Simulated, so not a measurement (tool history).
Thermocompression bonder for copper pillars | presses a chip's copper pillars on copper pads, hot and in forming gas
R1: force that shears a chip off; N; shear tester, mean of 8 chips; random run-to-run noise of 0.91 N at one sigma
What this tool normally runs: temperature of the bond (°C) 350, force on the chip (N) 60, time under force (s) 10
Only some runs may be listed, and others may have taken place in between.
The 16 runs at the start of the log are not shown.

At hour 660.6: force cell calibrated, once more.
Run 17, hour 662.9: usual settings but temperature of the bond (°C) 341. Result: R1 59.9 N.
At hour 680.7: forming gas filter changed.
Run 18, hour 716.8: usual settings but temperature of the bond (°C) 357, time under force (s) 17. Result: R1 87.9 N.
Run 19, hour 742.7: usual settings but temperature of the bond (°C) 322, time under force (s) 12. Result: R1 57.9 N.
Run 20, hour 767.9: usual settings but temperature of the bond (°C) 322, time under force (s) 12. Result: R1 59.4 N.
Run 21, hour 813: usual settings but temperature of the bond (°C) 322, time under force (s) 12. Result: R1 56.4 N.
Run 22, hour 867: usual settings but temperature of the bond (°C) 341, time under force (s) 9. Result: R1 62.5 N.
Run 23, hour 925.3: usual settings but temperature of the bond (°C) 341, time under force (s) 9. Result: R1 61.2 N.
Run 24, hour 957.1: usual settings but temperature of the bond (°C) 341, time under force (s) 9. Result: R1 60 N.
Run 25, hour 982.5: usual settings but temperature of the bond (°C) 341, time under force (s) 9. Result: R1 58.6 N.
At hour 1022.3: forming gas filter changed.
Run 26, hour 1028.3: usual settings but temperature of the bond (°C) 321, force on the chip (N) 40, time under force (s) 7. Result: R1 38.4 N.
Run 27, hour 1072.9: usual settings but temperature of the bond (°C) 377, force on the chip (N) 40, time under force (s) 15. Result: R1 83.2 N.
Run 28, hour 1112.9: usual settings but temperature of the bond (°C) 377, force on the chip (N) 40, time under force (s) 15. Result: R1 82.7 N.
Run 29, hour 1165.3: usual settings but temperature of the bond (°C) 377, force on the chip (N) 40, time under force (s) 15. Result: R1 79.9 N.
Run 30, hour 1198.9: usual settings but temperature of the bond (°C) 329, force on the chip (N) 41, time under force (s) 16. Result: R1 54.2 N.
Run 31, hour 1229.1: usual settings but temperature of the bond (°C) 336, force on the chip (N) 71, time under force (s) 8. Result: R1 59.6 N.

5 ways to go on from here, each from the tool as it stands after run 31. What would each give?
Run A, hour 1277.2: usual settings but temperature of the bond (°C) 331, time under force (s) 14. Result: R1 ?.
Run B, hour 1277.2: usual settings but temperature of the bond (°C) 356, force on the chip (N) 48, time under force (s) 14. Result: R1 ?.
Run C, hour 1277.2: usual settings but temperature of the bond (°C) 377, force on the chip (N) 83, time under force (s) 7. Result: R1 ?.
Run D, hour 1277.2: usual settings but temperature of the bond (°C) 356, force on the chip (N) 45, time under force (s) 8. Result: R1 ?.
Run E, hour 1277.2: usual settings but temperature of the bond (°C) 365. Result: R1 ?.

run    R1
  A  61.3
  B  69.7
  C  82.5
  D  57.9
  E  74.4
Without the tool's unlogged condition, the same runs would have read:
run    R1
  A  70.5
  B  79.3
  C  92.8
  D  66.2
  E  84.5

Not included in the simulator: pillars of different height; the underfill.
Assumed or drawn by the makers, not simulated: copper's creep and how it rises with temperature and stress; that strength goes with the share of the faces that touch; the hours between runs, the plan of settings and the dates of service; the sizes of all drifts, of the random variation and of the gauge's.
